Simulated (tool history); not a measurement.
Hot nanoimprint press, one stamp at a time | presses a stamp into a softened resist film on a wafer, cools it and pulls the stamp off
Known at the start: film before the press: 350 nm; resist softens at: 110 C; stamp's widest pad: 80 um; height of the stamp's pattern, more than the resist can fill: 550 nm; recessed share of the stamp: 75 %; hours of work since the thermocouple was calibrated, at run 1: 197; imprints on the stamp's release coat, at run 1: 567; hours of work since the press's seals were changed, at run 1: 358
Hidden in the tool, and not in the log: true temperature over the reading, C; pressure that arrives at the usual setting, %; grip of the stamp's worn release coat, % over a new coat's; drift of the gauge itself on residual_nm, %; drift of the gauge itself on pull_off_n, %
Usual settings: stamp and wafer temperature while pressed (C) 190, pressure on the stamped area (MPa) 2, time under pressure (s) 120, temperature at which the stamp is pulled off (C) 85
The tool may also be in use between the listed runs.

| run | day | stamp and wafer temperature while pressed (C) | pressure on the stamped area (MPa) | time under pressure (s) | temperature at which the stamp is pulled off (C) | hours of work since the thermocouple was calibrated | imprints on the stamp's release coat | hours of work since the press's seals were changed | resist left under the stamp's widest pad (nm) | greatest force while the stamp is pulled off (N) |
|---|---|---|---|---|---|---|---|---|---|---|
| 1 | 0 | 190 | 2 | 120 | 85 | 197 | 567 | 358 | 157.7 | 126 |
| 2 | 1.679 | 190 | 2 | 120 | 85 | 215 | 689 | 376 | 157.4 | 130 |
| 3 | 2.821 | 190 | 2 | 120 | 85 | 228 | 772 | 389 | 157.1 | 135 |
| 4 | 4.829 | 190 | 2 | 120 | 85 | 250 | 918 | 411 | 157.3 | 137 |
| 5 | 6.375 | 190 | 2 | 120 | 85 | 267 | 1030 | 428 | 157.4 | 139 |
| 6 | 7.85 | 190 | 2 | 120 | 85 | 283 | 1138 | 444 | 156.6 | 143 |
| 7 | 10.312 | 190 | 2 | 117 | 85 | 310 | 1317 | 471 | 158.2 | 146 |
|  | 11.858 | stamp cleaned and given a new release coat |
| 8 | 12.033 | 190 | 2 | 117 | 85 | 326 | 13 | 487 | 157.8 | 111 |
| 9 | 14.392 | 190 | 2 | 120 | 73 | 352 | 184 | 513 | 156.3 | 153 |
| 10 | 16.483 | 190 | 2 | 120 | 73 | 375 | 337 | 536 | 155.8 | 158 |
|  | 18.204 | plate thermocouple calibrated |
| 11 | 18.675 | 190 | 1.23 | 120 | 85 | 5 | 487 | 558 | 196 | 121 |
| 12 | 20.317 | 190 | 1.23 | 120 | 85 | 23 | 606 | 576 | 195.4 | 125 |
| 13 | 21.771 | 190 | 2.62 | 120 | 85 | 39 | 712 | 592 | 134.2 | 124 |
| 14 | 23.796 | 190 | 2 | 120 | 84 | 61 | 859 | 614 | 154.2 | 135 |
|  | 24.3 | plate thermocouple calibrated, once more |
| 15 | 25.242 | 190 | 2 | 120 | 84 | 10 | 955 | 629 | 159.3 | 144 |
| 16 | 26.629 | 190 | 2 | 120 | 84 | 25 | 1056 | 644 | 159.3 | 147 |
| 17 | 28.325 | 190 | 2.39 | 120 | 85 | 44 | 1180 | 662 | 145.6 | 147 |
| 18 | 30.746 | 196 | 2.39 | 120 | 85 | 71 | 1356 | 689 | 125.5 | 148 |
|  | 31.775 | stamp cleaned and given a new release coat |
| 19 | 32.833 | 185 | 1.81 | 196 | 85 | 91 | 77 | 709 | 159.4 | 116 |
| 20 | 34.058 | 185 | 1.81 | 196 | 85 | 104 | 166 | 722 | 159.6 | 117 |
| 21 | 36.05 | 190 | 2.81 | 120 | 85 | 126 | 311 | 744 | 132.7 | 121 |
| 22 | 37.617 | 190 | 1.78 | 120 | 85 | 143 | 425 | 761 | 167.4 | 121 |
| 23 | 39.188 | 190 | 1.78 | 120 | 85 | 160 | 539 | 778 | 167.2 | 128 |
| 24 | 40.883 | 179 | 1.64 | 155 | 83 | 179 | 663 | 797 | 207.9 | 137 |
| 25 | 43.2 | 190 | 3.14 | 100 | 85 | 204 | 831 | 822 | 133.3 | 133 |
| 26 | 45.6 | 185 | 2 | 180 | 72 | 230 | 1006 | 849 | 154.6 | 192 |
| 27 | 47.575 | 190 | 2 | 207 | 87 | 252 | 1150 | 870 | 129.3 | 133 |
| 28 | 49.521 | 190 | 2 | 120 | 88 | 273 | 1291 | 891 | 156.8 | 131 |
|  | 51.458 | stamp cleaned and given a new release coat |
| 29 | 51.458 | 190 | 1.49 | 120 | 83 | 292 | 0 | 910 | 180.7 | 120 |
| 30 | 53.675 | 181 | 2 | 120 | 84 | 316 | 161 | 934 | 194.4 | 119 |
| 31 | 55.796 | 181 | 1.67 | 129 | 85 | 339 | 315 | 957 | 205.9 | 121 |

Forecast each of these 3 alternatives for the next run:
| A | 57.825 | 190 | 2 | 120 | 79 | 361 | 463 | 980 | ? | ? |
| B | 57.825 | 198 | 1.84 | 75 | 85 | 361 | 463 | 980 | ? | ? |
| C | 57.825 | 185 | 2 | 120 | 76 | 361 | 463 | 980 | ? | ? |

| run | resist left under the stamp's widest pad (nm) | greatest force while the stamp is pulled off (N) |
|---|---|---|
| A | 155.7 | 142 |
| B | 159.4 | 119 |
| C | 175.7 | 157 |
Without the tool's hidden state the same runs would have given:
| run | resist left under the stamp's widest pad (nm) | greatest force while the stamp is pulled off (N) |
|---|---|---|
| A | 158.7 | 132 |
| B | 162.1 | 112 |
| C | 179.4 | 145 |

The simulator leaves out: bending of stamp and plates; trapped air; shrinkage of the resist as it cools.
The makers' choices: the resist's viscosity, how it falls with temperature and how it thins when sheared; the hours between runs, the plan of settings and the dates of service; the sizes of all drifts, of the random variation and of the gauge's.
